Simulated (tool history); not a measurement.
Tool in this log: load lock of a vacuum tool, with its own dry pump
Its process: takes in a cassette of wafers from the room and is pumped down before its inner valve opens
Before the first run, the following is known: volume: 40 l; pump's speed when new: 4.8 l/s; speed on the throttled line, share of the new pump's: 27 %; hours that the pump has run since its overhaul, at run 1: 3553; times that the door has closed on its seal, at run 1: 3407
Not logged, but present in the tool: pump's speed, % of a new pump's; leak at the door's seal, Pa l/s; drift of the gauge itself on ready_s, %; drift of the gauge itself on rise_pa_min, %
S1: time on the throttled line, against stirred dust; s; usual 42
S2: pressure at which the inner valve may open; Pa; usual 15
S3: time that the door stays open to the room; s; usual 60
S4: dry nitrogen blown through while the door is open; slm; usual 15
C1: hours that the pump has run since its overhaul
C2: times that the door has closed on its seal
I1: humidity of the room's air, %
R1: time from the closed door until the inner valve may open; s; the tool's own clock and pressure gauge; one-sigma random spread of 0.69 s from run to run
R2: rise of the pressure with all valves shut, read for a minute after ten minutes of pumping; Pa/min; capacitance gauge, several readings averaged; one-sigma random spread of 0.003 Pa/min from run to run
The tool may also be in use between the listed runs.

Run 1, hour 0.0: usual settings; C1 3553; C2 3407; I1 42.9. Result: R1 106.2 s, R2 0.049 Pa/min.
Run 2, hour 61.0: usual settings but S1 27 s; C1 3614; C2 3618; I1 48.5. Result: R1 95.2 s, R2 0.048 Pa/min.
Run 3, hour 129.9: usual settings but S1 27 s; C1 3683; C2 3856; I1 43.1. Result: R1 95.5 s, R2 0.055 Pa/min.
Run 4, hour 187.1: usual settings but S1 27 s; C1 3740; C2 4053; I1 44.3. Result: R1 96.4 s, R2 0.053 Pa/min.
Run 5, hour 247.9: usual settings but S1 27 s; C1 3801; C2 4263; I1 45.2. Result: R1 94.9 s, R2 0.059 Pa/min.
Run 6, hour 316.8: usual settings but S1 27 s, S4 25 slm; C1 3870; C2 4501; I1 43.8. Result: R1 96.1 s, R2 0.057 Pa/min.
Run 7, hour 413.0: usual settings but S1 27 s, S4 25 slm; C1 3966; C2 4833; I1 44.7. Result: R1 96.7 s, R2 0.057 Pa/min.
Run 8, hour 480.0: usual settings; C1 4033; C2 5064; I1 47.3. Result: R1 106.0 s, R2 0.063 Pa/min.
Run 9, hour 532.3: usual settings; C1 4086; C2 5245; I1 42.2. Result: R1 106.7 s, R2 0.062 Pa/min.
Run 10, hour 610.9: usual settings; C1 4164; C2 5516; I1 44.2. Result: R1 106.2 s, R2 0.070 Pa/min.
Run 11, hour 685.7: usual settings; C1 4239; C2 5774; I1 44.3. Result: R1 105.7 s, R2 0.071 Pa/min.
Run 12, hour 768.1: usual settings; C1 4321; C2 6059; I1 47.0. Result: R1 108.0 s, R2 0.076 Pa/min.
Run 13, hour 820.7: usual settings; C1 4374; C2 6240; I1 46.9. Result: R1 107.2 s, R2 0.076 Pa/min.
Run 14, hour 867.5: usual settings; C1 4421; C2 6401; I1 43.6. Result: R1 106.9 s, R2 0.079 Pa/min.
Run 15, hour 916.0: usual settings; C1 4469; C2 6569; I1 43.6. Result: R1 107.2 s, R2 0.081 Pa/min.
Run 16, hour 974.6: usual settings but S1 33 s; C1 4528; C2 6771; I1 41.9. Result: R1 100.2 s, R2 0.082 Pa/min.
Run 17, hour 1014.8: usual settings but S1 33 s; C1 4568; C2 6910; I1 44.5. Result: R1 101.1 s, R2 0.079 Pa/min.
Run 18, hour 1111.7: usual settings but S1 33 s; C1 4665; C2 7244; I1 45.3. Result: R1 100.4 s, R2 0.086 Pa/min.
Run 19, hour 1183.1: usual settings but S1 33 s; C1 4736; C2 7491; I1 43.7. Result: R1 101.0 s, R2 0.089 Pa/min.
Run 20, hour 1240.6: usual settings but S1 33 s; C1 4794; C2 7689; I1 45.7. Result: R1 101.1 s, R2 0.093 Pa/min.
Run 21, hour 1300.0: usual settings but S1 48 s, S2 26 Pa, S3 204 s, S4 14 slm; C1 4853; C2 7894; I1 44.1. Result: R1 105.6 s, R2 0.110 Pa/min.
Run 22, hour 1382.3: usual settings but S3 33 s; C1 4936; C2 8178; I1 43.5. Result: R1 108.9 s, R2 0.093 Pa/min.
Run 23, hour 1462.6: usual settings but S1 67 s, S2 20 Pa, S3 179 s; C1 5016; C2 8456; I1 45.5. Result: R1 122.2 s, R2 0.117 Pa/min.
Run 24, hour 1540.3: usual settings but S1 67 s, S2 20 Pa, S3 29 s, S4 28 slm; C1 5094; C2 8724; I1 42.5. Result: R1 121.7 s, R2 0.097 Pa/min.
Run 25, hour 1609.5: usual settings but S1 67 s, S2 20 Pa, S3 29 s, S4 28 slm; C1 5163; C2 8963; I1 47.4. Result: R1 123.0 s, R2 0.103 Pa/min.
Run 26, hour 1686.8: usual settings but S1 67 s, S2 20 Pa, S3 29 s, S4 28 slm; C1 5240; C2 9229; I1 46.8. Result: R1 121.8 s, R2 0.101 Pa/min.
Run 27, hour 1766.4: usual settings but S4 8 slm; C1 5320; C2 9504; I1 44.3. Result: R1 107.2 s, R2 0.123 Pa/min.
Run 28, hour 1851.9: usual settings but S1 43 s, S3 145 s; C1 5405; C2 9799; I1 46.9. Result: R1 109.9 s, R2 0.127 Pa/min.
Run 29, hour 1901.7: usual settings but S1 43 s, S3 145 s; C1 5455; C2 9971; I1 43.2. Result: R1 107.9 s, R2 0.133 Pa/min.
Run 30, hour 1945.7: usual settings but S1 26 s, S2 10 Pa, S3 29 s; C1 5499; C2 10123; I1 47.1. Result: R1 99.6 s, R2 0.115 Pa/min.
Run 31, hour 2029.5: usual settings but S3 147 s, S4 17 slm; C1 5583; C2 10412; I1 47.4. Result: R1 108.4 s, R2 0.140 Pa/min.
Run 32, hour 2080.6: usual settings but S3 147 s, S4 17 slm; C1 5634; C2 10589; I1 47.3. Result: R1 107.6 s, R2 0.145 Pa/min.
Run 33, hour 2143.0: usual settings but S3 147 s, S4 17 slm; C1 5696; C2 10804; I1 43.6. Result: R1 107.7 s, R2 0.143 Pa/min.
Run 34, hour 2208.1: usual settings but S3 147 s, S4 17 slm; C1 5761; C2 11029; I1 41.7. Result: R1 108.7 s, R2 0.147 Pa/min.

Run 35 has not been measured yet. What should we expect?
Run 35, hour 2297.1: usual settings but S2 26 Pa, S4 6 slm; C1 5850; C2 11336; I1 46.4. Result: R1 ?, R2 ?.

R1: 103.3 s
R2: 0.151 Pa/min
If the tool had no hidden condition, the same run with the same run-to-run variation would have returned R1 100.1 s, R2 0.027 Pa/min.
